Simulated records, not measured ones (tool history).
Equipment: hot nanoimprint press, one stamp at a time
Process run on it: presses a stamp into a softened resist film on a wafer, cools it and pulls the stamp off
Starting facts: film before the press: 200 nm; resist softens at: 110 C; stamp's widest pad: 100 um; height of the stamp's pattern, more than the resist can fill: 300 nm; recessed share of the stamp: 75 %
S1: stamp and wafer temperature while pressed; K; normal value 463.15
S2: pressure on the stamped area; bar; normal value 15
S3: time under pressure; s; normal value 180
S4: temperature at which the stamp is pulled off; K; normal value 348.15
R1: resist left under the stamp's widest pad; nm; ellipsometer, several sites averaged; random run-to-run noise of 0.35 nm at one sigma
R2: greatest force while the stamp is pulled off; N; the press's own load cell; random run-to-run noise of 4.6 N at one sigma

| run | hour | S1 | S2 | S3 | S4 | R1 | R2 |
|---|---|---|---|---|---|---|---|
| 1 | 0 | 463.15 | 15 | 180 | 348.15 | 94 | 312 |
| 2 | 7.6 | 463.15 | 15 | 180 | 348.15 | 94.7 | 314 |
| 3 | 14.9 | 463.15 | 15 | 180 | 348.15 | 94.7 | 308 |
| 4 | 27.8 | 461.15 | 15 | 180 | 348.15 | 102.1 | 314 |
| 5 | 39.2 | 463.15 | 15 | 180 | 335.15 | 95.3 | 416 |
| 6 | 47.2 | 463.15 | 15 | 180 | 335.15 | 94.4 | 399 |
| 7 | 52.9 | 467.15 | 15 | 180 | 348.15 | 82.3 | 316 |
| 8 | 66.2 | 467.15 | 15 | 180 | 348.15 | 82.3 | 323 |
| 9 | 72 | 467.15 | 15 | 180 | 348.15 | 82.2 | 332 |
| 10 | 81 | 467.15 | 15 | 186 | 348.15 | 81.5 | 332 |
| 11 | 91.1 | 467.15 | 15 | 186 | 348.15 | 81.9 | 329 |
| 12 | 101.9 | 467.15 | 15 | 186 | 348.15 | 82 | 312 |
|  | 114 | stamp cleaned and given a new release coat |
| 13 | 118.6 | 463.15 | 15 | 249 | 348.15 | 85.1 | 235 |
| 14 | 124.1 | 463.15 | 15 | 180 | 348.15 | 95.9 | 240 |
| 15 | 137.6 | 463.15 | 15 | 180 | 348.15 | 96 | 241 |
| 16 | 143.4 | 463.15 | 15 | 180 | 348.15 | 95.9 | 248 |
| 17 | 152.7 | 463.15 | 19.9 | 294 | 348.15 | 69.9 | 249 |
| 18 | 164.8 | 463.15 | 19.9 | 294 | 348.15 | 69.1 | 244 |
| 19 | 176 | 456.15 | 9.1 | 180 | 348.15 | 145.7 | 247 |
| 20 | 182.3 | 456.15 | 15 | 180 | 354.15 | 122.7 | 211 |
| 21 | 195.4 | 456.15 | 13.1 | 351 | 354.15 | 107.1 | 217 |
| 22 | 206.2 | 456.15 | 13.1 | 351 | 354.15 | 106.7 | 226 |
| 23 | 212.5 | 456.15 | 24 | 96 | 350.15 | 121.9 | 241 |
| 24 | 225.8 | 463.15 | 15 | 180 | 338.15 | 96.6 | 305 |
| 25 | 237.7 | 464.15 | 15 | 180 | 348.15 | 94 | 258 |
| 26 | 248.6 | 464.15 | 15 | 180 | 350.15 | 93.5 | 241 |
| 27 | 257.7 | 473.15 | 15 | 140 | 334.15 | 74.9 | 337 |
| 28 | 269.2 | 463.15 | 22.9 | 180 | 348.15 | 79.3 | 265 |
| 29 | 282.5 | 463.15 | 22.9 | 180 | 348.15 | 78.9 | 268 |
|  | 287.6 | plate thermocouple calibrated |
| 30 | 295.7 | 463.15 | 22.9 | 180 | 348.15 | 75.2 | 262 |
| 31 | 304.2 | 463.15 | 22.9 | 180 | 348.15 | 75.3 | 261 |

Had the tool no unlogged condition, and each run kept its random variation, what would the results have been?
What the log doesn't record here: true temperature over the reading, C; pressure that arrives at the usual setting, %; grip of the stamp's worn release coat, % over a new coat's; drift of the gauge itself on residual_nm, %; drift of the gauge itself on pull_off_n, %.
| run | R1 | R2 |
|---|---|---|
| 1 | 92.3 | 237 |
| 2 | 92.9 | 237 |
| 3 | 92.8 | 232 |
| 4 | 99.9 | 235 |
| 5 | 93.1 | 311 |
| 6 | 92.2 | 297 |
| 7 | 80.3 | 234 |
| 8 | 80.2 | 237 |
| 9 | 80.1 | 243 |
| 10 | 79.3 | 242 |
| 11 | 79.6 | 239 |
| 12 | 79.6 | 225 |
| 13 | 82.4 | 230 |
| 14 | 92.9 | 234 |
| 15 | 92.9 | 234 |
| 16 | 92.8 | 240 |
| 17 | 67.2 | 239 |
| 18 | 66.3 | 233 |
| 19 | 142 | 234 |
| 20 | 118.5 | 199 |
| 21 | 102.9 | 203 |
| 22 | 102.4 | 210 |
| 23 | 117.1 | 223 |
| 24 | 92.6 | 282 |
| 25 | 90 | 236 |
| 26 | 89.3 | 219 |
| 27 | 71.7 | 307 |
| 28 | 75.1 | 238 |
| 29 | 74.7 | 240 |
| 30 | 74.9 | 240 |
| 31 | 74.9 | 238 |

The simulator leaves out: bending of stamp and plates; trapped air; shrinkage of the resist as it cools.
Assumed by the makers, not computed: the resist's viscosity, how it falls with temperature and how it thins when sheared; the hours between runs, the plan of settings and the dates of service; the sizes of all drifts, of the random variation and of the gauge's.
